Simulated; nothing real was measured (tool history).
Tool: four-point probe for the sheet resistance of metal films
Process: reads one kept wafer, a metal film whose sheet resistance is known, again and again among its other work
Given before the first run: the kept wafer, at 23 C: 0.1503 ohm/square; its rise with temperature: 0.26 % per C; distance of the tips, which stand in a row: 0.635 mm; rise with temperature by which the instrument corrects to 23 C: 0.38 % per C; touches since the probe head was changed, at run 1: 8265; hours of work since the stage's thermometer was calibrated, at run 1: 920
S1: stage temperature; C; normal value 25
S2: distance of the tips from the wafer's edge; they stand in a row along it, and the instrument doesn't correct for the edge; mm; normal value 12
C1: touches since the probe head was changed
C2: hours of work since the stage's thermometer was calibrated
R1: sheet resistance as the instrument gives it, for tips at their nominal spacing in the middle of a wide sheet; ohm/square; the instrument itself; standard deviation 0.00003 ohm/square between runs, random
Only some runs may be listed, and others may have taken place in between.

| run | day | S1 | S2 | C1 | C2 | R1 |
|---|---|---|---|---|---|---|
| 1 | 0.000 | 25 | 12 | 8265 | 920 | 0.150800 |
| 2 | 0.971 | 25 | 12 | 9125 | 938 | 0.150801 |
| 3 | 1.750 | 25 | 12 | 9817 | 952 | 0.150873 |
| 4 | 2.333 | 25 | 12 | 10338 | 963 | 0.150805 |
| 5 | 3.125 | 25 | 37 | 11042 | 978 | 0.150609 |
| 6 | 4.021 | 25 | 12 | 11837 | 994 | 0.150876 |
| 7 | 4.954 | 25 | 12 | 12665 | 1012 | 0.150871 |
| 8 | 5.888 | 25 | 12 | 13493 | 1029 | 0.150891 |
| 9 | 6.508 | 25 | 12 | 14043 | 1040 | 0.150879 |
| 10 | 7.058 | 25 | 6 | 14533 | 1050 | 0.151606 |
| 11 | 8.000 | 18 | 6 | 15369 | 1068 | 0.152851 |
| 12 | 8.900 | 18 | 6 | 16170 | 1084 | 0.152915 |
| 13 | 9.792 | 18 | 6 | 16960 | 1101 | 0.152941 |
| 14 | 10.446 | 18 | 6 | 17541 | 1113 | 0.152858 |
|  | 10.521 | stage's thermometer calibrated |
| 15 | 11.083 | 18 | 6 | 18092 | 10 | 0.152911 |
| 16 | 12.062 | 18 | 10 | 18959 | 29 | 0.152372 |
| 17 | 12.838 | 29 | 12 | 19648 | 43 | 0.150320 |
|  | 13.596 | stage's thermometer calibrated, once more |
| 18 | 13.758 | 29 | 12 | 20448 | 3 | 0.150226 |
| 19 | 14.317 | 25 | 11 | 20941 | 13 | 0.150930 |
| 20 | 15.042 | 25 | 11 | 21587 | 27 | 0.150987 |
| 21 | 15.658 | 25 | 11 | 22133 | 38 | 0.151028 |
| 22 | 16.308 | 25 | 11 | 22711 | 50 | 0.151037 |
| 23 | 16.917 | 20 | 12 | 23254 | 61 | 0.151858 |
| 24 | 17.542 | 35 | 12 | 23806 | 73 | 0.149255 |
| 25 | 18.179 | 35 | 12 | 24374 | 85 | 0.149293 |
| 26 | 18.938 | 32 | 5 | 25045 | 99 | 0.150852 |
| 27 | 19.783 | 19 | 22 | 25798 | 114 | 0.151945 |
| 28 | 20.196 | 23 | 48 | 26163 | 122 | 0.151182 |
| 29 | 20.638 | 20 | 61 | 26556 | 130 | 0.151768 |
| 30 | 21.358 | 20 | 61 | 27197 | 144 | 0.151726 |
| 31 | 22.012 | 20 | 29 | 27777 | 156 | 0.151784 |
| 32 | 22.842 | 24 | 19 | 28515 | 171 | 0.151119 |
| 33 | 23.583 | 26 | 75 | 29173 | 185 | 0.150731 |
| 34 | 24.062 | 26 | 75 | 29599 | 193 | 0.150689 |
| 35 | 24.604 | 26 | 7 | 30080 | 204 | 0.151338 |
| 36 | 25.250 | 22 | 16 | 30653 | 215 | 0.151588 |
| 37 | 26.133 | 22 | 15 | 31437 | 232 | 0.151565 |
| 38 | 26.538 | 22 | 15 | 31797 | 239 | 0.151514 |
| 39 | 27.442 | 22 | 15 | 32599 | 256 | 0.151618 |
| 40 | 28.404 | 23 | 37 | 33454 | 274 | 0.151280 |
| 41 | 28.892 | 26 | 3 | 33886 | 283 | 0.154330 |
| 42 | 29.662 | 26 | 3 | 34572 | 297 | 0.154304 |
| 43 | 30.621 | 23 | 3 | 35425 | 315 | 0.154901 |
| 44 | 31.283 | 18 | 27 | 36011 | 327 | 0.152254 |

5 ways to go on from here, each from the tool as it stands after run 44. What would each give?
| A | 31.696 | 19 | 43 | 36379 | 335 | ? |
| B | 31.696 | 25 | 18 | 36379 | 335 | ? |
| C | 31.696 | 29 | 27 | 36379 | 335 | ? |
| D | 31.696 | 31 | 12 | 36379 | 335 | ? |
| E | 31.696 | 24 | 27 | 36379 | 335 | ? |

| run | R1 |
|---|---|
| A | 0.152113 |
| B | 0.151088 |
| C | 0.150263 |
| D | 0.150189 |
| E | 0.151232 |
What these runs would have given with no unlogged condition in the tool:
| run | R1 |
|---|---|
| A | 0.151074 |
| B | 0.150056 |
| C | 0.149236 |
| D | 0.149163 |
| E | 0.150199 |
